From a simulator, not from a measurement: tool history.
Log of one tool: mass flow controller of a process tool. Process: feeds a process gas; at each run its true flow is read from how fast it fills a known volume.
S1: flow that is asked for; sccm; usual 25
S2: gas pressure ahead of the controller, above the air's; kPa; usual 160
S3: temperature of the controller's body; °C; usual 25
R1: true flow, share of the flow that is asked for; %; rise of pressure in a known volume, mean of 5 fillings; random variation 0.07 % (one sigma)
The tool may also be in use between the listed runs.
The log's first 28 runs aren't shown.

run,hour,S1,S2,S3,R1
29,1743.3,29,195,39,99.64
30,1821.5,10,234,24,96.56
31,1895.2,10,234,24,96.42
32,1972.0,17,160,25,97.35
33,2052.0,35,183,25,99.06
34,2141.4,35,183,25,99.05
35,2179.9,42,160,25,99.49
36,2216.5,42,152,25,99.48
37,2275.7,42,152,25,99.29
38,2328.9,12,183,27,96.79
39,2380.8,8,230,24,95.37
40,2463.8,14,197,24,96.87
41,2541.9,43,209,24,99.76
42,2612.8,11,191,29,96.44
43,2669.3,11,191,29,96.54
44,2732.5,11,191,29,96.44
45,2798.8,25,160,26,98.30
46,2837.7,25,160,26,98.27
47,2900.6,25,172,25,98.21
48,2960.6,8,199,25,95.06
49,3004.6,15,160,30,97.35

3 ways to go on from here, each from the tool as it stands after run 49. What would each give?
A,3070.0,15,194,30,?
B,3070.0,6,160,25,?
C,3070.0,10,172,27,?

run,R1
A,97.46
B,93.55
C,95.93
Without the tool's hidden state the same runs would have given:
run,R1
A,98.75
B,97.82
C,98.21
